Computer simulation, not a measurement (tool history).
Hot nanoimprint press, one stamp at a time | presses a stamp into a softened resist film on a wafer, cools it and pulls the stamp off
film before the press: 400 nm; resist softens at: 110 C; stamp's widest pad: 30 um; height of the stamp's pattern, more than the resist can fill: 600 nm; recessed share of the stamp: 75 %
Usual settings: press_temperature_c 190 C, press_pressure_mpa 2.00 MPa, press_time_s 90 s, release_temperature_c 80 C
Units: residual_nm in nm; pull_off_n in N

| run | hour | press_temperature_c | press_pressure_mpa | press_time_s | release_temperature_c | residual_nm | pull_off_n |
|---|---|---|---|---|---|---|---|
| 1 | 0.0 | 190 | 2.00 | 90 | 80 | 232.4 | 226 |
| 2 | 55.5 | 190 | 2.00 | 90 | 80 | 233.0 | 227 |
| 3 | 89.1 | 190 | 2.00 | 90 | 80 | 233.1 | 230 |
|  | 125.5 | plate thermocouple calibrated |
| 4 | 173.3 | 182 | 2.00 | 90 | 80 | 277.1 | 233 |
|  | 241.9 | stamp cleaned and given a new release coat |
| 5 | 242.6 | 182 | 2.00 | 90 | 80 | 276.8 | 219 |
| 6 | 297.9 | 188 | 2.00 | 90 | 80 | 240.9 | 222 |
| 7 | 351.8 | 188 | 2.00 | 90 | 80 | 241.8 | 228 |
| 8 | 387.9 | 188 | 2.00 | 90 | 80 | 243.6 | 231 |
| 9 | 441.1 | 190 | 2.00 | 90 | 80 | 232.2 | 234 |
| 10 | 491.0 | 190 | 2.12 | 90 | 80 | 227.2 | 235 |
|  | 512.0 | stamp cleaned and given a new release coat |
| 11 | 534.8 | 190 | 2.12 | 90 | 80 | 227.0 | 221 |
| 12 | 597.8 | 197 | 2.12 | 90 | 80 | 190.8 | 228 |
| 13 | 668.2 | 197 | 2.12 | 90 | 80 | 191.2 | 233 |
|  | 692.3 | plate thermocouple calibrated |
| 14 | 736.3 | 190 | 2.00 | 90 | 75 | 232.7 | 250 |
|  | 785.3 | stamp cleaned and given a new release coat |
| 15 | 805.1 | 193 | 2.00 | 131 | 76 | 189.1 | 233 |
| 16 | 849.9 | 193 | 2.00 | 131 | 76 | 190.7 | 235 |
| 17 | 913.2 | 187 | 2.65 | 131 | 70 | 200.0 | 261 |
| 18 | 986.9 | 199 | 2.65 | 128 | 70 | 143.2 | 270 |
| 19 | 1035.9 | 199 | 2.65 | 128 | 70 | 143.4 | 272 |
|  | 1057.0 | stamp cleaned and given a new release coat |
| 20 | 1104.8 | 199 | 1.66 | 128 | 68 | 179.5 | 260 |
| 21 | 1138.7 | 190 | 2.00 | 90 | 88 | 236.8 | 201 |
| 22 | 1212.7 | 190 | 1.26 | 94 | 81 | 274.6 | 229 |
| 23 | 1245.4 | 190 | 2.00 | 126 | 67 | 211.8 | 280 |
|  | 1259.0 | plate thermocouple calibrated |
| 24 | 1308.5 | 180 | 2.00 | 84 | 80 | 296.3 | 238 |
|  | 1331.7 | stamp cleaned and given a new release coat |
| 25 | 1380.6 | 188 | 2.00 | 90 | 77 | 244.8 | 229 |
| 26 | 1445.4 | 188 | 2.00 | 90 | 77 | 246.5 | 237 |
| 27 | 1520.5 | 188 | 2.00 | 90 | 77 | 245.8 | 243 |
| 28 | 1595.7 | 188 | 2.00 | 90 | 77 | 248.7 | 250 |

Forecast each of these 3 alternatives for the next run:
|  | 1605.9 | stamp cleaned and given a new release coat |
| A | 1640.1 | 188 | 1.86 | 50 | 74 | ? | ? |
|  | 1605.9 | stamp cleaned and given a new release coat |
| B | 1640.1 | 188 | 2.00 | 90 | 73 | ? | ? |
|  | 1605.9 | stamp cleaned and given a new release coat |
| C | 1640.1 | 190 | 1.38 | 51 | 80 | ? | ? |

| run | residual_nm | pull_off_n |
|---|---|---|
| A | 296.1 | 242 |
| B | 247.7 | 244 |
| C | 307.8 | 222 |
Without the tool's hidden state the same runs would have given:
| run | residual_nm | pull_off_n |
|---|---|---|
| A | 288.7 | 238 |
| B | 239.3 | 240 |
| C | 302.2 | 218 |

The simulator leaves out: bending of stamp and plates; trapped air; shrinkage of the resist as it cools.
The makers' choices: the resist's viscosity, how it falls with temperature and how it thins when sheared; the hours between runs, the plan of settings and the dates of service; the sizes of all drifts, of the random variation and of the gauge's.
